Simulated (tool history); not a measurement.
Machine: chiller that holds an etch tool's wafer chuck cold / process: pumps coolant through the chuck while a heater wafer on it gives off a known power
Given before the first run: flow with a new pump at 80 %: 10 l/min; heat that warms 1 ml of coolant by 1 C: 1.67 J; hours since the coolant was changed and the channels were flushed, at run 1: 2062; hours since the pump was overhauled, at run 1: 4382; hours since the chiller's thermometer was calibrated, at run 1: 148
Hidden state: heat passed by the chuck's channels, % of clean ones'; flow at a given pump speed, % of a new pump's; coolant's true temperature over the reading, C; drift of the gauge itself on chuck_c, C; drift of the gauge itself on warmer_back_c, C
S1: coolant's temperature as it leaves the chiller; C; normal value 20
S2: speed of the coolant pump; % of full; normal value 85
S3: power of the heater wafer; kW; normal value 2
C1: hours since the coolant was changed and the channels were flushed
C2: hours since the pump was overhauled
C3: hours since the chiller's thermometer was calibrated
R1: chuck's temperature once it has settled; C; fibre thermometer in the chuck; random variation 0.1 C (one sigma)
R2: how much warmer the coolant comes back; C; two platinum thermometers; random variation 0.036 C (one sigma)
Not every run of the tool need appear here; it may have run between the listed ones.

{"run": 1, "hour": 0.0, "S1": 20, "S2": 85, "S3": 2, "C1": 2062, "C2": 4382, "C3": 148, "R1": 36.8, "R2": 7.19}
{"run": 2, "hour": 162.9, "S1": 20, "S2": 85, "S3": 2.087, "C1": 2225, "C2": 4545, "C3": 311, "R1": 37.8, "R2": 7.66}
{"run": 3, "hour": 300.2, "S1": 15, "S2": 85, "S3": 2, "C1": 2362, "C2": 4682, "C3": 449, "R1": 31.8, "R2": 7.32}
{"run": 4, "hour": 463.3, "S1": 15, "S2": 85, "S3": 2, "C1": 2525, "C2": 4845, "C3": 612, "R1": 31.7, "R2": 7.35}
{"run": 5, "hour": 551.3, "S1": 20, "S2": 85, "S3": 2, "C1": 2613, "C2": 4933, "C3": 700, "R1": 36.9, "R2": 7.35}
{"run": 6, "hour": 693.9, "S1": 20, "S2": 85, "S3": 2, "C1": 2756, "C2": 5076, "C3": 842, "R1": 37, "R2": 7.38}
{"run": 7, "hour": 839.1, "S1": 20, "S2": 85, "S3": 2, "C1": 2901, "C2": 5221, "C3": 987, "R1": 36.9, "R2": 7.37}
{"run": 8, "hour": 977.3, "S1": 25, "S2": 85, "S3": 2, "C1": 3039, "C2": 5359, "C3": 1126, "R1": 42, "R2": 7.42}
{"run": 9, "hour": 1046.5, "S1": 20, "S2": 85, "S3": 1.468, "C1": 3108, "C2": 5428, "C3": 1195, "R1": 32.5, "R2": 5.46}
{"run": 10, "hour": 1193.1, "S1": 20, "S2": 85, "S3": 1.468, "C1": 3255, "C2": 5575, "C3": 1341, "R1": 32.3, "R2": 5.52}
{"run": 11, "hour": 1346.3, "S1": 20, "S2": 85, "S3": 1.468, "C1": 3408, "C2": 5728, "C3": 1495, "R1": 32.6, "R2": 5.5}
{"run": 12, "hour": 1473.2, "S1": 20, "S2": 85, "S3": 1.468, "C1": 3535, "C2": 5855, "C3": 1622, "R1": 32.6, "R2": 5.43}
{"run": 13, "hour": 1625.6, "S1": 20, "S2": 85, "S3": 1.468, "C1": 3687, "C2": 6008, "C3": 1774, "R1": 32.5, "R2": 5.55}
{"run": 14, "hour": 1724.1, "S1": 20, "S2": 85, "S3": 1.468, "C1": 3786, "C2": 6106, "C3": 1872, "R1": 32.4, "R2": 5.52}
{"run": 15, "hour": 1821.2, "S1": 13, "S2": 79, "S3": 2.42, "C1": 3883, "C2": 6203, "C3": 1970, "R1": 35, "R2": 9.89}
{"run": 16, "hour": 1939.2, "S1": 20, "S2": 84, "S3": 1.399, "C1": 4001, "C2": 6321, "C3": 2088, "R1": 32.2, "R2": 5.28}
{"run": 17, "hour": 2079.8, "S1": 20, "S2": 93, "S3": 2, "C1": 4142, "C2": 6462, "C3": 2228, "R1": 36.3, "R2": 6.82}
{"run": 18, "hour": 2183.4, "S1": 20, "S2": 93, "S3": 2, "C1": 4245, "C2": 6565, "C3": 2332, "R1": 36.1, "R2": 6.78}
{"run": 19, "hour": 2326.2, "S1": 12, "S2": 85, "S3": 2, "C1": 4388, "C2": 6708, "C3": 2474, "R1": 29.4, "R2": 7.51}
{"run": 20, "hour": 2421.3, "S1": 17, "S2": 96, "S3": 1.227, "C1": 4483, "C2": 6803, "C3": 2570, "R1": 26.4, "R2": 4.08}
{"run": 21, "hour": 2547.3, "S1": 28, "S2": 96, "S3": 2.194, "C1": 4609, "C2": 6929, "C3": 2696, "R1": 45.4, "R2": 7.31}
{"run": 22, "hour": 2666.1, "S1": 11, "S2": 73, "S3": 2.194, "C1": 4728, "C2": 7048, "C3": 2814, "R1": 32.2, "R2": 9.95}
{"run": 23, "hour": 2778.7, "S1": 20, "S2": 60, "S3": 1.303, "C1": 4841, "C2": 7161, "C3": 2927, "R1": 34.5, "R2": 7.35}
{"hour": 2840.6, "done": "chiller's thermometer calibrated"}
{"run": 24, "hour": 2929.8, "S1": 20, "S2": 85, "S3": 1.584, "C1": 4991, "C2": 7311, "C3": 89, "R1": 34, "R2": 6.07}
{"run": 25, "hour": 3085.4, "S1": 20, "S2": 85, "S3": 1.584, "C1": 5146, "C2": 7466, "C3": 245, "R1": 34.1, "R2": 6.09}
{"run": 26, "hour": 3162.3, "S1": 27, "S2": 85, "S3": 2.844, "C1": 5223, "C2": 7543, "C3": 322, "R1": 52.4, "R2": 10.91}
{"run": 27, "hour": 3296.7, "S1": 10, "S2": 68, "S3": 2.819, "C1": 5358, "C2": 7678, "C3": 456, "R1": 39.6, "R2": 13.95}

Selected run-to-run steps in R1, each split into two signed amounts: the part the tool would show with no hidden state at all (from settings, incoming material and random variation), and the remainder, which goes to the hidden state together with any gauge scatter not common to the measured and the hidden-state-free results:
Run 14 -> 15: S1 20 -> 13, S2 85 -> 79, S3 1.468 -> 2.42. R1 +2.6 C: hidden state +1, all else +1.6.
Run 20 -> 21: S1 17 -> 28, S3 1.227 -> 2.194. R1 +19 C: hidden state +1, all else +18.
Run 25 -> 26: S1 20 -> 27, S3 1.584 -> 2.844. R1 +18.3 C: hidden state +1.4, all else +16.9.
